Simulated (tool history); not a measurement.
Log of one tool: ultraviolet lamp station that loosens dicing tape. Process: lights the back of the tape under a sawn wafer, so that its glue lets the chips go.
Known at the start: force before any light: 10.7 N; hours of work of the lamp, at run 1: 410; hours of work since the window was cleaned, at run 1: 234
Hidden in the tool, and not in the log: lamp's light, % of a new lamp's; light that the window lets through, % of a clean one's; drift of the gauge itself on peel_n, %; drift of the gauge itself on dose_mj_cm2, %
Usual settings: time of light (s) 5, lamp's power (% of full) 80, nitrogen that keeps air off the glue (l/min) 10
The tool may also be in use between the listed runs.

| run | hour | time of light (s) | lamp's power (% of full) | nitrogen that keeps air off the glue (l/min) | hours of work of the lamp | hours of work since the window was cleaned | force that peels the tape off (N) | light that reached the tape (mJ/cm²) |
|---|---|---|---|---|---|---|---|---|
| 1 | 0 | 5 | 80 | 10 | 410 | 234 | 2.466 | 285 |
| 2 | 46.3 | 5 | 80 | 10 | 446 | 270 | 2.592 | 276 |
| 3 | 86.2 | 5 | 80 | 10 | 478 | 302 | 2.7 | 266 |
| 4 | 146.8 | 5 | 80 | 10 | 525 | 350 | 2.934 | 251 |
| 5 | 207.5 | 5 | 80 | 10 | 573 | 397 | 3.073 | 234 |
| 6 | 258.3 | 5 | 80 | 10 | 613 | 437 | 3.429 | 219 |
|  | 290.3 | lamp changed |
|  | 310.3 | window cleaned of glue's vapour |
| 7 | 332.3 | 5 | 80 | 4 | 33 | 17 | 2.392 | 419 |
| 8 | 397.9 | 5 | 80 | 10 | 84 | 69 | 1.391 | 398 |
| 9 | 455.8 | 5 | 80 | 5 | 130 | 115 | 2.475 | 384 |
| 10 | 525.2 | 5 | 80 | 5 | 185 | 169 | 2.488 | 363 |
| 11 | 563.8 | 5 | 80 | 5 | 215 | 200 | 2.721 | 356 |
| 12 | 612.1 | 5 | 80 | 10 | 253 | 238 | 1.862 | 336 |
| 13 | 671.2 | 5 | 80 | 10 | 300 | 284 | 2.08 | 321 |
| 14 | 711 | 5 | 80 | 10 | 331 | 316 | 2.154 | 312 |
| 15 | 744.5 | 5 | 80 | 10 | 357 | 342 | 2.311 | 301 |
| 16 | 792.6 | 5 | 80 | 10 | 395 | 380 | 2.272 | 291 |
| 17 | 827.9 | 5 | 80 | 10 | 423 | 408 | 2.546 | 284 |
| 18 | 863.4 | 5 | 80 | 10 | 451 | 436 | 2.637 | 271 |
|  | 918.1 | window cleaned of glue's vapour |
| 19 | 924.6 | 5 | 72 | 10 | 499 | 5 | 2.741 | 259 |
| 20 | 996.9 | 5 | 66 | 10 | 556 | 62 | 3.202 | 224 |
| 21 | 1066.7 | 5 | 80 | 10 | 611 | 117 | 2.858 | 258 |
|  | 1105.3 | lamp changed |
| 22 | 1107.2 | 5 | 80 | 10 | 1 | 148 | 1.335 | 418 |
| 23 | 1177.4 | 5 | 80 | 10 | 57 | 203 | 1.387 | 396 |
| 24 | 1218.9 | 3 | 94 | 6 | 89 | 236 | 3.309 | 269 |
| 25 | 1289 | 3 | 94 | 6 | 145 | 291 | 3.584 | 254 |
| 26 | 1347.9 | 3 | 78 | 3 | 191 | 338 | 5.65 | 200 |
| 27 | 1425.1 | 6 | 61 | 17 | 252 | 398 | 1.675 | 300 |
| 28 | 1458.9 | 6 | 61 | 17 | 278 | 425 | 1.804 | 290 |
| 29 | 1516.5 | 6 | 61 | 17 | 324 | 470 | 1.889 | 279 |
|  | 1524.6 | window cleaned of glue's vapour |
| 30 | 1597.1 | 6 | 61 | 9 | 387 | 57 | 2.393 | 295 |
| 31 | 1638.4 | 5 | 63 | 10 | 419 | 90 | 2.922 | 243 |
| 32 | 1701.7 | 5 | 63 | 10 | 469 | 139 | 3.187 | 233 |
| 33 | 1765.6 | 5 | 63 | 10 | 520 | 190 | 3.419 | 216 |
| 34 | 1802.3 | 5 | 74 | 10 | 548 | 219 | 3.037 | 242 |
| 35 | 1880.6 | 2 | 80 | 14 | 610 | 280 | 5.987 | 101 |
|  | 1914.9 | lamp changed |
| 36 | 1917.8 | 5 | 80 | 14 | 2 | 309 | 1.147 | 397 |
| 37 | 1952.1 | 2 | 85 | 12 | 29 | 336 | 4.307 | 167 |
| 38 | 2000.7 | 5 | 80 | 16 | 68 | 374 | 1.148 | 376 |
| 39 | 2070.3 | 5 | 80 | 16 | 122 | 429 | 1.282 | 352 |
|  | 2134.4 | window cleaned of glue's vapour |
| 40 | 2151 | 8 | 85 | 5 | 185 | 13 | 0.924 | 644 |
| 41 | 2201.2 | 2 | 97 | 10 | 225 | 53 | 4.366 | 178 |
| 42 | 2264.4 | 2 | 80 | 18 | 275 | 102 | 4.253 | 139 |
| 43 | 2298.6 | 6 | 76 | 10 | 302 | 129 | 1.462 | 389 |

Forecast each of these 4 alternatives for the next run:
| A | 2336.5 | 2 | 69 | 13 | 332 | 159 | ? | ? |
| B | 2336.5 | 5 | 63 | 8 | 332 | 159 | ? | ? |
| C | 2336.5 | 5 | 99 | 10 | 332 | 159 | ? | ? |
| D | 2336.5 | 2 | 76 | 5 | 332 | 159 | ? | ? |

| run | force that peels the tape off (N) | light that reached the tape (mJ/cm²) |
|---|---|---|
| A | 5.901 | 116 |
| B | 3.104 | 258 |
| C | 1.328 | 412 |
| D | 6.432 | 123 |
Without the tool's hidden state the same runs would have given:
| run | force that peels the tape off (N) | light that reached the tape (mJ/cm²) |
|---|---|---|
| A | 4.805 | 152 |
| B | 2.126 | 341 |
| C | 0.75 | 542 |
| D | 5.499 | 163 |

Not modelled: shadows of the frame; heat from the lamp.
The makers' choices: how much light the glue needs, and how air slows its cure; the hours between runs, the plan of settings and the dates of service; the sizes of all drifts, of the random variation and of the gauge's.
